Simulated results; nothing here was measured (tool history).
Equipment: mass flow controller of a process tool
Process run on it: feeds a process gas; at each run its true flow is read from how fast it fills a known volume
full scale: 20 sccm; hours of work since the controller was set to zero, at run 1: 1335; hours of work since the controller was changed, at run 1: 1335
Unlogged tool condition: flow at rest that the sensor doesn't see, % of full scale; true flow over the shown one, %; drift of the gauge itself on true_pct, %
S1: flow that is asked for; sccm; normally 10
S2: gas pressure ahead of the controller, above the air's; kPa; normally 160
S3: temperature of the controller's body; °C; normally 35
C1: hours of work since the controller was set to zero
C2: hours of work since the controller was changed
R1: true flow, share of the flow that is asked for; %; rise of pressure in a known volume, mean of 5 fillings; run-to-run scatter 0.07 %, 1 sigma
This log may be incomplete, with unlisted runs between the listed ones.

{"run": 1, "hour": 0.0, "S1": 10, "S2": 160, "S3": 35, "C1": 1335, "C2": 1335, "R1": 97.49}
{"run": 2, "hour": 52.6, "S1": 10, "S2": 160, "S3": 35, "C1": 1356, "C2": 1356, "R1": 97.55}
{"run": 3, "hour": 134.4, "S1": 10, "S2": 156, "S3": 35, "C1": 1388, "C2": 1388, "R1": 97.66}
{"run": 4, "hour": 198.3, "S1": 10, "S2": 156, "S3": 35, "C1": 1413, "C2": 1413, "R1": 97.75}
{"run": 5, "hour": 294.3, "S1": 10, "S2": 156, "S3": 35, "C1": 1451, "C2": 1451, "R1": 97.85}
{"run": 6, "hour": 410.9, "S1": 10, "S2": 156, "S3": 35, "C1": 1497, "C2": 1497, "R1": 97.74}
{"run": 7, "hour": 512.3, "S1": 10, "S2": 160, "S3": 35, "C1": 1537, "C2": 1537, "R1": 97.82}
{"run": 8, "hour": 620.6, "S1": 10, "S2": 160, "S3": 35, "C1": 1580, "C2": 1580, "R1": 97.65}
{"run": 9, "hour": 686.3, "S1": 10, "S2": 248, "S3": 29, "C1": 1606, "C2": 1606, "R1": 98.62}
{"run": 10, "hour": 761.4, "S1": 10, "S2": 248, "S3": 29, "C1": 1636, "C2": 1636, "R1": 98.8}
{"run": 11, "hour": 823.0, "S1": 3, "S2": 178, "S3": 20, "C1": 1660, "C2": 1660, "R1": 98.75}
{"run": 12, "hour": 917.4, "S1": 10, "S2": 172, "S3": 27, "C1": 1697, "C2": 1697, "R1": 98.62}
{"run": 13, "hour": 980.4, "S1": 10, "S2": 172, "S3": 27, "C1": 1722, "C2": 1722, "R1": 98.81}
{"run": 14, "hour": 1045.0, "S1": 12, "S2": 150, "S3": 35, "C1": 1748, "C2": 1748, "R1": 98.05}
{"run": 15, "hour": 1137.4, "S1": 9, "S2": 160, "S3": 35, "C1": 1784, "C2": 1784, "R1": 97.64}

Predict each of these 5 candidate next runs independently; none follows another, all start after run 15:
{"run": "A", "hour": 1234.5, "S1": 10, "S2": 192, "S3": 28, "C1": 1822, "C2": 1822, "R1": "?"}
{"run": "B", "hour": 1234.5, "S1": 16, "S2": 156, "S3": 23, "C1": 1822, "C2": 1822, "R1": "?"}
{"run": "C", "hour": 1234.5, "S1": 9, "S2": 160, "S3": 38, "C1": 1822, "C2": 1822, "R1": "?"}
{"run": "D", "hour": 1234.5, "S1": 4, "S2": 160, "S3": 23, "C1": 1822, "C2": 1822, "R1": "?"}
{"run": "E", "hour": 1234.5, "S1": 2, "S2": 160, "S3": 35, "C1": 1822, "C2": 1822, "R1": "?"}

run=A R1=98.7
run=B R1=99.9
run=C R1=97.46
run=D R1=98.53
run=E R1=97.6
Had the tool no hidden state, the same runs would have come out as:
run=A R1=98.14
run=B R1=99.44
run=C R1=96.88
run=D R1=97.59
run=E R1=96.02
